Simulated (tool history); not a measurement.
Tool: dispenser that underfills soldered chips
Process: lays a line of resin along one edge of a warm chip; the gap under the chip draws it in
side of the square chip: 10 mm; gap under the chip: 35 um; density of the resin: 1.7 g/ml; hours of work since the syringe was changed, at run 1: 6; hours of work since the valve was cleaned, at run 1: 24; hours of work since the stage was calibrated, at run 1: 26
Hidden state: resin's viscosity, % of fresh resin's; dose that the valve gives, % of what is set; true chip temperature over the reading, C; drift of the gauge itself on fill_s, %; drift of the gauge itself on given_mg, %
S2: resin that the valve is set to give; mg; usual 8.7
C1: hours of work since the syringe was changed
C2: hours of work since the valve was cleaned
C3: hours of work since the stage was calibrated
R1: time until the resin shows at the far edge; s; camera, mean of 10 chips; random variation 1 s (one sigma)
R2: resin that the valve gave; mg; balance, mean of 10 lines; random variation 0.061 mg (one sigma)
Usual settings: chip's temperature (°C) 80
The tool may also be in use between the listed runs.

run 1 hour=0 | chip's_temperature_(°C)=80 S2=8.7 | C1=6 C2=24 C3=26 | R1=134.8 R2=8.45
-- hour=2.9 new syringe of resin
run 2 hour=3.3 | chip's_temperature_(°C)=80 S2=8.7 | C1=0 C2=27 C3=28 | R1=102.2 R2=8.45
run 3 hour=9.1 | chip's_temperature_(°C)=80 S2=8.7 | C1=4 C2=30 C3=32 | R1=121 R2=8.34
run 4 hour=13.7 | chip's_temperature_(°C)=80 S2=8.7 | C1=7 C2=34 C3=36 | R1=141.3 R2=8.43
-- hour=15 new syringe of resin
run 5 hour=19.7 | chip's_temperature_(°C)=80 S2=8.7 | C1=3 C2=38 C3=39 | R1=118.2 R2=8.34
run 6 hour=23.4 | chip's_temperature_(°C)=80 S2=8.7 | C1=6 C2=40 C3=42 | R1=133.6 R2=8.25
-- hour=27.2 new syringe of resin
run 7 hour=30.6 | chip's_temperature_(°C)=73 S2=8.7 | C1=2 C2=45 C3=47 | R1=154.6 R2=8.34
run 8 hour=35.9 | chip's_temperature_(°C)=80 S2=8.43 | C1=6 C2=48 C3=50 | R1=136.2 R2=7.93
-- hour=39.4 new syringe of resin
run 9 hour=39.5 | chip's_temperature_(°C)=80 S2=8.7 | C1=0 C2=51 C3=53 | R1=103.5 R2=8.28
run 10 hour=45.5 | chip's_temperature_(°C)=80 S2=8.7 | C1=4 C2=55 C3=57 | R1=121.9 R2=8.32
-- hour=51.4 new syringe of resin
run 11 hour=51.7 | chip's_temperature_(°C)=80 S2=8.91 | C1=0 C2=59 C3=61 | R1=103.4 R2=8.43
run 12 hour=58.4 | chip's_temperature_(°C)=80 S2=8.42 | C1=5 C2=63 C3=65 | R1=128.9 R2=7.84
run 13 hour=61.4 | chip's_temperature_(°C)=80 S2=7.6 | C1=7 C2=65 C3=67 | R1=147.1 R2=7.13
-- hour=63.8 new syringe of resin
run 14 hour=65.3 | chip's_temperature_(°C)=80 S2=7.6 | C1=1 C2=68 C3=70 | R1=111.5 R2=7.01
run 15 hour=71 | chip's_temperature_(°C)=80 S2=8.7 | C1=5 C2=72 C3=74 | R1=125 R2=8.05
-- hour=75.9 new syringe of resin
run 16 hour=77 | chip's_temperature_(°C)=80 S2=8.7 | C1=1 C2=76 C3=78 | R1=106 R2=8.12
run 17 hour=79.9 | chip's_temperature_(°C)=80 S2=8.7 | C1=3 C2=78 C3=80 | R1=113.3 R2=7.92
run 18 hour=86.5 | chip's_temperature_(°C)=80 S2=8.7 | C1=7 C2=82 C3=84 | R1=145.3 R2=8.07
-- hour=88 new syringe of resin
run 19 hour=91.6 | chip's_temperature_(°C)=93 S2=8.03 | C1=2 C2=86 C3=88 | R1=71.3 R2=7.36
run 20 hour=97.5 | chip's_temperature_(°C)=93 S2=8.03 | C1=6 C2=90 C3=92 | R1=87.4 R2=7.32
-- hour=100.3 new syringe of resin
-- hour=103 dispensing valve cleaned and set on the balance
run 21 hour=104.6 | chip's_temperature_(°C)=93 S2=8.03 | C1=2 C2=1 C3=96 | R1=69 R2=8.05
run 22 hour=110.9 | chip's_temperature_(°C)=70 S2=7.49 | C1=7 C2=5 C3=100 | R1=218.7 R2=7.41
-- hour=113.3 new syringe of resin
run 23 hour=118 | chip's_temperature_(°C)=92 S2=7.67 | C1=3 C2=10 C3=104 | R1=75.3 R2=7.56
run 24 hour=123.1 | chip's_temperature_(°C)=80 S2=8.77 | C1=7 C2=14 C3=108 | R1=139.8 R2=8.63
-- hour=125.3 new syringe of resin
run 25 hour=128.4 | chip's_temperature_(°C)=80 S2=8.77 | C1=2 C2=17 C3=111 | R1=115.6 R2=8.67
run 26 hour=133.3 | chip's_temperature_(°C)=70 S2=8.5 | C1=6 C2=20 C3=115 | R1=204.2 R2=8.45
-- hour=137.5 new syringe of resin
run 27 hour=140.5 | chip's_temperature_(°C)=77 S2=8.81 | C1=2 C2=25 C3=119 | R1=128.8 R2=8.62
run 28 hour=144.4 | chip's_temperature_(°C)=92 S2=8.57 | C1=5 C2=28 C3=122 | R1=78.5 R2=8.25
-- hour=149.8 new syringe of resin
run 29 hour=150.6 | chip's_temperature_(°C)=92 S2=8.57 | C1=1 C2=32 C3=126 | R1=65.1 R2=8.34
run 30 hour=153.5 | chip's_temperature_(°C)=66 S2=9.18 | C1=2 C2=34 C3=128 | R1=210.3 R2=8.8
run 31 hour=157.7 | chip's_temperature_(°C)=66 S2=9.18 | C1=5 C2=37 C3=131 | R1=236.8 R2=8.94
-- hour=162.2 new syringe of resin
run 32 hour=164.8 | chip's_temperature_(°C)=68 S2=9.46 | C1=2 C2=41 C3=136 | R1=181.2 R2=9.08
run 33 hour=171 | chip's_temperature_(°C)=82 S2=10.59 | C1=6 C2=45 C3=140 | R1=119.2 R2=10.18
-- hour=174.1 new syringe of resin
run 34 hour=175.8 | chip's_temperature_(°C)=82 S2=10.59 | C1=1 C2=49 C3=143 | R1=100.6 R2=10.17
run 35 hour=178.9 | chip's_temperature_(°C)=74 S2=8.91 | C1=3 C2=51 C3=145 | R1=153.4 R2=8.62

4 ways to go on from here, each from the tool as it stands after run 35. What would each give?
run A hour=184.7 | chip's_temperature_(°C)=74 S2=8.27 | C1=7 C2=55 C3=149 | R1=? R2=?
run B hour=184.7 | chip's_temperature_(°C)=84 S2=8.19 | C1=7 C2=55 C3=149 | R1=? R2=?
run C hour=184.7 | chip's_temperature_(°C)=74 S2=8.06 | C1=7 C2=55 C3=149 | R1=? R2=?
run D hour=184.7 | chip's_temperature_(°C)=68 S2=8.34 | C1=7 C2=55 C3=149 | R1=? R2=?

run=A R1=190 R2=7.83
run=B R1=123.6 R2=7.78
run=C R1=189 R2=7.47
run=D R1=247.7 R2=7.89
Without the tool's hidden state the same runs would have given:
run=A R1=130.5 R2=8.26
run=B R1=84.9 R2=8.21
run=C R1=129.7 R2=7.89
run=D R1=170 R2=8.33
